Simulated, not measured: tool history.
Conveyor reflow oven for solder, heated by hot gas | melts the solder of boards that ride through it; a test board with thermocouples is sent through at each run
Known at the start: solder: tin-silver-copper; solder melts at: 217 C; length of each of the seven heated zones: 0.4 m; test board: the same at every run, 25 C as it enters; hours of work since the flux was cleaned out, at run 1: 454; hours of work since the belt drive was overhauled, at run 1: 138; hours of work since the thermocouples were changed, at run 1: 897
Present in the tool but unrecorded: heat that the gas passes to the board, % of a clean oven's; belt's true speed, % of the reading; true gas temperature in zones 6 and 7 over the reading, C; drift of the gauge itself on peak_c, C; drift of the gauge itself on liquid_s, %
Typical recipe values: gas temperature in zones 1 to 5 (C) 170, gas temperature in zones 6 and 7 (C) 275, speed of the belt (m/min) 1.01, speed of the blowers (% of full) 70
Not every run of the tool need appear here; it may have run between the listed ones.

run	hour	gas temperature in zones 1 to 5 (C)	gas temperature in zones 6 and 7 (C)	speed of the belt (m/min)	speed of the blowers (% of full)	hours of work since the flux was cleaned out	hours of work since the belt drive was overhauled	hours of work since the thermocouples were changed	highest temperature of the board (C)	time above the solder's melting point (s)
1	0	170	275	1.01	70	454	138	897	257.8	37.1
2	11.2	177	275	1.01	70	463	147	905	258.7	39.2
# hour 24.2: flux residue cleaned out of gas plates and filters
3	28.8	177	275	1.01	70	3	156	914	258.4	38.9
4	43.3	177	275	1.01	70	14	167	925	259.1	39.2
5	52	170	275	0.86	70	21	173	932	262.8	46.1
6	69.5	170	275	0.86	70	34	186	945	262.5	46
7	81.5	170	275	0.86	70	43	195	954	263.5	46.9
8	93	170	275	0.86	70	51	204	962	263.1	46.6
# hour 110.7: thermocouples of zones 6 and 7 changed
9	116	170	288	0.86	70	67	220	4	275.2	50
10	136.6	170	288	0.86	70	82	235	19	276.2	50
11	153.4	170	288	0.86	70	95	247	32	275.2	49.9
12	170.8	170	275	1.01	77	108	260	45	260.3	38.1
13	179.5	170	275	1.01	77	114	267	51	260.7	38.2
14	193.8	170	275	1.01	77	125	278	62	260.2	38.1
15	204.4	170	275	1.01	80	133	285	70	260.3	38.7
16	221.6	182	275	1.01	70	146	298	83	260.3	40.1
17	241.2	158	279	1.12	50	160	313	97	245.5	24.6
18	257.1	169	273	1.18	71	172	325	109	251.5	28.1
19	268.2	182	275	0.86	54	180	333	117	259.7	47.3
20	284.7	170	275	1.05	79	193	345	130	259.2	36.5
21	297.1	170	275	1.05	79	202	354	139	260.3	36.4
22	312.1	180	263	0.99	61	213	366	150	247.4	35.2
23	322.2	170	280	1.01	61	221	373	158	260	37.4
24	334.7	170	275	1.01	67	230	383	167	256.4	36.1
25	350.2	170	277	1.01	70	241	394	178	259.2	37.8
26	368.2	164	270	1.01	60	255	407	192	249.7	31.5
27	385.7	170	275	0.94	68	268	421	205	259.4	41.1
28	394.5	170	275	1.15	57	274	427	212	248.6	27.8
29	403.6	170	270	1.01	88	281	434	218	258	37.4
30	421.5	170	275	0.93	70	295	447	232	261.4	42

4 ways to go on from here, each from the tool as it stands after run 30. What would each give?
A	441	170	269	0.93	70	309	462	246	?	?
B	441	176	275	0.93	58	309	462	246	?	?
C	441	169	275	1.12	70	309	462	246	?	?
D	441	170	287	0.9	70	309	462	246	?	?

run	highest temperature of the board (C)	time above the solder's melting point (s)
A	254.6	39.5
B	257.5	41.5
C	254.4	31.5
D	272.9	47.6
Had the tool no hidden state, the same runs would have come out as:
run	highest temperature of the board (C)	time above the solder's melting point (s)
A	254.8	39.6
B	257.7	41.6
C	254.6	31.6
D	273.1	47.6

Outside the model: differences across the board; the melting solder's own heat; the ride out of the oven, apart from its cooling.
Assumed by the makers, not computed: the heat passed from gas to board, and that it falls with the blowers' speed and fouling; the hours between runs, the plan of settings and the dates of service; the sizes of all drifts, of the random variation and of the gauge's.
